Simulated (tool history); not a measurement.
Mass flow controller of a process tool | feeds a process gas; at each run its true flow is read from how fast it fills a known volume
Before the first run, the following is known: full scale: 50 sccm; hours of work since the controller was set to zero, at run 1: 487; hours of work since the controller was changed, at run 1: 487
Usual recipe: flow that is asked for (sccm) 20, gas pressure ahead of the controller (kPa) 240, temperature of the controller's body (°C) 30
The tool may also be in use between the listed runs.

| run | hour | flow that is asked for (sccm) | gas pressure ahead of the controller (kPa) | temperature of the controller's body (°C) | hours of work since the controller was set to zero | hours of work since the controller was changed | true flow (%) |
|---|---|---|---|---|---|---|---|
| 1 | 0.0 | 20 | 240 | 30 | 487 | 487 | 99.01 |
| 2 | 107.6 | 20 | 240 | 30 | 520 | 520 | 99.16 |
| 3 | 203.9 | 20 | 240 | 30 | 549 | 549 | 99.52 |
| 4 | 297.7 | 20 | 240 | 30 | 577 | 577 | 99.65 |
| 5 | 435.6 | 20 | 240 | 30 | 618 | 618 | 99.87 |
| 6 | 554.7 | 20 | 240 | 30 | 654 | 654 | 100.00 |
| 7 | 681.2 | 20 | 240 | 28 | 692 | 692 | 100.47 |
| 8 | 803.2 | 12 | 240 | 30 | 729 | 729 | 100.38 |
| 9 | 980.2 | 12 | 240 | 30 | 782 | 782 | 100.62 |
| 10 | 1148.2 | 12 | 240 | 30 | 833 | 833 | 101.09 |
| 11 | 1241.9 | 20 | 230 | 30 | 861 | 861 | 101.32 |
| 12 | 1343.9 | 20 | 230 | 30 | 892 | 892 | 101.44 |
| 13 | 1476.4 | 20 | 240 | 22 | 932 | 932 | 102.67 |
|  | 1539.2 | gauge calibrated |
| 14 | 1637.3 | 20 | 240 | 22 | 980 | 980 | 100.11 |
| 15 | 1732.0 | 20 | 240 | 21 | 1009 | 1009 | 100.41 |
| 16 | 1902.7 | 20 | 240 | 21 | 1060 | 1060 | 100.76 |
| 17 | 2050.2 | 20 | 240 | 21 | 1105 | 1105 | 100.97 |
| 18 | 2133.9 | 20 | 240 | 21 | 1130 | 1130 | 101.22 |
| 19 | 2248.2 | 13 | 240 | 30 | 1164 | 1164 | 100.15 |
| 20 | 2368.0 | 20 | 240 | 30 | 1200 | 1200 | 100.61 |
| 21 | 2484.3 | 20 | 240 | 30 | 1235 | 1235 | 100.82 |
| 22 | 2574.1 | 20 | 240 | 30 | 1263 | 1263 | 100.86 |
| 23 | 2756.2 | 20 | 240 | 30 | 1317 | 1317 | 101.20 |
| 24 | 2928.6 | 20 | 240 | 30 | 1369 | 1369 | 101.54 |
| 25 | 3104.4 | 20 | 240 | 30 | 1422 | 1422 | 101.89 |
| 26 | 3232.3 | 25 | 240 | 30 | 1461 | 1461 | 102.20 |
| 27 | 3376.8 | 5 | 182 | 40 | 1504 | 1504 | 100.52 |
| 28 | 3531.3 | 48 | 213 | 36 | 1551 | 1551 | 102.51 |
|  | 3555.9 | gauge calibrated |
| 29 | 3682.2 | 48 | 213 | 36 | 1596 | 1596 | 99.04 |
| 30 | 3773.4 | 13 | 168 | 27 | 1624 | 1624 | 99.35 |
| 31 | 3916.6 | 35 | 254 | 26 | 1667 | 1667 | 100.60 |
| 32 | 4008.0 | 35 | 254 | 26 | 1694 | 1694 | 100.75 |
| 33 | 4093.3 | 35 | 254 | 26 | 1720 | 1720 | 100.85 |
| 34 | 4257.8 | 15 | 214 | 34 | 1770 | 1770 | 99.58 |
| 35 | 4405.1 | 15 | 214 | 34 | 1814 | 1814 | 99.90 |
| 36 | 4550.0 | 10 | 240 | 30 | 1858 | 1858 | 100.68 |
| 37 | 4693.4 | 10 | 240 | 30 | 1901 | 1901 | 100.95 |
| 38 | 4873.1 | 11 | 150 | 21 | 1955 | 1955 | 101.92 |
| 39 | 4999.1 | 11 | 150 | 21 | 1993 | 1993 | 102.02 |
| 40 | 5106.6 | 20 | 185 | 30 | 2025 | 2025 | 101.57 |
| 41 | 5215.2 | 13 | 240 | 33 | 2058 | 2058 | 101.47 |
| 42 | 5331.7 | 13 | 240 | 33 | 2093 | 2093 | 101.70 |
| 43 | 5488.3 | 13 | 240 | 33 | 2140 | 2140 | 102.09 |
| 44 | 5578.0 | 48 | 155 | 30 | 2167 | 2167 | 102.77 |
| 45 | 5756.9 | 48 | 155 | 30 | 2221 | 2221 | 103.11 |
| 46 | 5862.3 | 23 | 270 | 24 | 2253 | 2253 | 104.15 |
| 47 | 6010.9 | 20 | 240 | 34 | 2298 | 2298 | 103.00 |
| 48 | 6189.3 | 20 | 240 | 34 | 2351 | 2351 | 103.33 |
| 49 | 6266.5 | 20 | 240 | 34 | 2375 | 2375 | 103.48 |

Results for each run, recomputed without the tool's hidden state and with each run's random variation untouched:
Hidden state at play: flow at rest that the sensor doesn't see, % of full scale; true flow over the shown one, %; drift of the gauge itself on true_pct, %.
| run | true flow (%) |
|---|---|
| 1 | 99.01 |
| 2 | 98.97 |
| 3 | 99.15 |
| 4 | 99.11 |
| 5 | 99.08 |
| 6 | 99.00 |
| 7 | 99.23 |
| 8 | 98.93 |
| 9 | 98.85 |
| 10 | 99.01 |
| 11 | 99.07 |
| 12 | 99.01 |
| 13 | 99.97 |
| 14 | 99.93 |
| 15 | 100.05 |
| 16 | 100.09 |
| 17 | 100.04 |
| 18 | 100.13 |
| 19 | 98.87 |
| 20 | 99.11 |
| 21 | 99.11 |
| 22 | 98.99 |
| 23 | 98.99 |
| 24 | 99.03 |
| 25 | 99.06 |
| 26 | 99.13 |
| 27 | 97.25 |
| 28 | 98.92 |
| 29 | 98.81 |
| 30 | 98.95 |
| 31 | 99.94 |
| 32 | 99.93 |
| 33 | 99.87 |
| 34 | 98.32 |
| 35 | 98.37 |
| 36 | 98.88 |
| 37 | 98.89 |
| 38 | 99.52 |
| 39 | 99.40 |
| 40 | 98.77 |
| 41 | 98.47 |
| 42 | 98.50 |
| 43 | 98.61 |
| 44 | 99.11 |
| 45 | 99.12 |
| 46 | 99.94 |
| 47 | 98.58 |
| 48 | 98.59 |
| 49 | 98.60 |

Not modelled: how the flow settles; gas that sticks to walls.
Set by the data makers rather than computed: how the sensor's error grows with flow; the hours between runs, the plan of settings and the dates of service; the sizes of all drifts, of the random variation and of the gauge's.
